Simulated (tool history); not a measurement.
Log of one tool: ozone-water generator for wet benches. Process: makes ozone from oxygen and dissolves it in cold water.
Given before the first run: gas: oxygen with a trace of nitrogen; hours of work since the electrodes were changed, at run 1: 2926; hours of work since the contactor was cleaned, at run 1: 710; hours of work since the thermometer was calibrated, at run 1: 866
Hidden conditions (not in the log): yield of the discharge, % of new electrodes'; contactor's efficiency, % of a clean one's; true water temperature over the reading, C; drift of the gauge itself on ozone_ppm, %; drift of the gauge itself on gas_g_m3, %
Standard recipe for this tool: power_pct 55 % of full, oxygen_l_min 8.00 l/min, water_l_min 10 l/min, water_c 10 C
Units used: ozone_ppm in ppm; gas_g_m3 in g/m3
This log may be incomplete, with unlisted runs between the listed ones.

| run | hour | power_pct | oxygen_l_min | water_l_min | water_c | hours of work since the electrodes were changed | hours of work since the contactor was cleaned | hours of work since the thermometer was calibrated | ozone_ppm | gas_g_m3 |
|---|---|---|---|---|---|---|---|---|---|---|
| 1 | 0.0 | 55 | 8.00 | 10 | 10 | 2926 | 710 | 866 | 46.9 | 211.5 |
| 2 | 61.1 | 55 | 8.00 | 10 | 10 | 2968 | 751 | 907 | 46.7 | 209.9 |
| 3 | 154.8 | 55 | 8.00 | 10 | 10 | 3031 | 815 | 971 | 46.4 | 210.9 |
| 4 | 260.5 | 55 | 8.00 | 10 | 10 | 3103 | 887 | 1042 | 46.3 | 209.7 |
| 5 | 314.9 | 55 | 8.00 | 10 | 10 | 3140 | 924 | 1079 | 46.1 | 210.1 |
| 6 | 396.1 | 55 | 8.00 | 10 | 10 | 3195 | 979 | 1135 | 46.4 | 208.5 |
| 7 | 505.8 | 55 | 6.97 | 10 | 10 | 3270 | 1053 | 1209 | 46.0 | 220.1 |
| 8 | 562.5 | 55 | 6.97 | 10 | 10 | 3308 | 1092 | 1248 | 46.9 | 221.2 |
| 9 | 686.0 | 55 | 6.97 | 10 | 10 | 3392 | 1176 | 1331 | 46.1 | 217.9 |
| 10 | 748.9 | 55 | 8.00 | 10 | 10 | 3435 | 1218 | 1374 | 45.8 | 206.2 |
| 11 | 811.4 | 55 | 8.00 | 10 | 10 | 3477 | 1261 | 1417 | 45.5 | 207.9 |
| 12 | 936.4 | 55 | 8.00 | 10 | 10 | 3562 | 1346 | 1501 | 45.7 | 205.3 |
| 13 | 1036.0 | 55 | 8.00 | 10 | 10 | 3630 | 1413 | 1569 | 44.8 | 205.4 |
| 14 | 1094.4 | 55 | 8.00 | 10 | 17 | 3670 | 1453 | 1609 | 39.3 | 208.1 |
| 15 | 1151.7 | 55 | 8.00 | 10 | 17 | 3708 | 1492 | 1648 | 39.2 | 206.9 |
| 16 | 1254.9 | 55 | 8.00 | 6 | 10 | 3779 | 1562 | 1718 | 59.9 | 206.4 |
| 17 | 1380.3 | 55 | 8.00 | 10 | 10 | 3864 | 1647 | 1803 | 45.0 | 206.4 |
| 18 | 1475.7 | 49 | 8.29 | 6 | 13 | 3929 | 1712 | 1868 | 51.1 | 190.4 |
| 19 | 1545.6 | 92 | 8.29 | 6 | 7 | 3976 | 1759 | 1915 | 82.9 | 268.3 |
| 20 | 1648.2 | 47 | 8.29 | 7 | 7 | 4046 | 1829 | 1985 | 54.1 | 184.6 |
| 21 | 1717.2 | 55 | 10.16 | 10 | 6 | 4092 | 1876 | 2032 | 48.0 | 185.1 |

Predict the results of run 22:
| 22 | 1813.7 | 55 | 13.57 | 10 | 10 | 4158 | 1941 | 2097 | ? | ? |

{"run 22": {"ozone_ppm": 42.1, "gas_g_m3": 166.6}}
If the tool had no hidden condition, the same run with the same run-to-run variation would have returned ozone_ppm 48.1 ppm, gas_g_m3 184.0 g/m3.
